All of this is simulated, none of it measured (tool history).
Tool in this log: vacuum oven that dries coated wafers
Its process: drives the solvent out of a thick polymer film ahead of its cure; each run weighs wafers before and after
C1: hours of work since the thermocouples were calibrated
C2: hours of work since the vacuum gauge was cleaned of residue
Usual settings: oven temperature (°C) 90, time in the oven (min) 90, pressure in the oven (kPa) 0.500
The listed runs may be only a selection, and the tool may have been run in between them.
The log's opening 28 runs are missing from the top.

{"run": 29, "hour": 294.6, "oven temperature (°C)": 96, "time in the oven (min)": 53, "pressure in the oven (kPa)": 0.349, "C1": 513, "C2": 378, "solvent left in the film (%)": 2.82}
{"run": 30, "hour": 306.0, "oven temperature (°C)": 96, "time in the oven (min)": 53, "pressure in the oven (kPa)": 0.349, "C1": 520, "C2": 385, "solvent left in the film (%)": 2.96}
{"run": 31, "hour": 312.7, "oven temperature (°C)": 101, "time in the oven (min)": 53, "pressure in the oven (kPa)": 1.269, "C1": 524, "C2": 389, "solvent left in the film (%)": 1.82}
{"run": 32, "hour": 321.2, "oven temperature (°C)": 96, "time in the oven (min)": 90, "pressure in the oven (kPa)": 0.5, "C1": 529, "C2": 394, "solvent left in the film (%)": 0.91}
{"run": 33, "hour": 329.5, "oven temperature (°C)": 96, "time in the oven (min)": 90, "pressure in the oven (kPa)": 0.5, "C1": 534, "C2": 399, "solvent left in the film (%)": 0.88}
{"run": 34, "hour": 341.9, "oven temperature (°C)": 75, "time in the oven (min)": 65, "pressure in the oven (kPa)": 1.627, "C1": 542, "C2": 406, "solvent left in the film (%)": 11.12}
{"run": 35, "hour": 354.4, "oven temperature (°C)": 104, "time in the oven (min)": 65, "pressure in the oven (kPa)": 1.106, "C1": 549, "C2": 414, "solvent left in the film (%)": 0.78}
{"run": 36, "hour": 367.8, "oven temperature (°C)": 104, "time in the oven (min)": 65, "pressure in the oven (kPa)": 1.106, "C1": 557, "C2": 422, "solvent left in the film (%)": 0.77}
{"run": 37, "hour": 377.2, "oven temperature (°C)": 100, "time in the oven (min)": 126, "pressure in the oven (kPa)": 1.044, "C1": 563, "C2": 428, "solvent left in the film (%)": 0.4}
{"run": 38, "hour": 386.2, "oven temperature (°C)": 100, "time in the oven (min)": 126, "pressure in the oven (kPa)": 1.044, "C1": 568, "C2": 433, "solvent left in the film (%)": 0.38}

Predict each of these 3 candidate next runs independently; none follows another, all start after run 38:
{"run": "A", "hour": 398.3, "oven temperature (°C)": 81, "time in the oven (min)": 90, "pressure in the oven (kPa)": 0.319, "C1": 575, "C2": 440, "solvent left in the film (%)": "?"}
{"run": "B", "hour": 398.3, "oven temperature (°C)": 90, "time in the oven (min)": 122, "pressure in the oven (kPa)": 0.99, "C1": 575, "C2": 440, "solvent left in the film (%)": "?"}
{"run": "C", "hour": 398.3, "oven temperature (°C)": 100, "time in the oven (min)": 59, "pressure in the oven (kPa)": 1.044, "C1": 575, "C2": 440, "solvent left in the film (%)": "?"}

run=A solvent_left_in_the_film_(%)=5.56
run=B solvent_left_in_the_film_(%)=1.42
run=C solvent_left_in_the_film_(%)=1.58
The same runs, with their run-to-run variation unchanged, on a tool lacking any hidden condition would have given:
run=A solvent_left_in_the_film_(%)=5.55
run=B solvent_left_in_the_film_(%)=1.42
run=C solvent_left_in_the_film_(%)=1.58
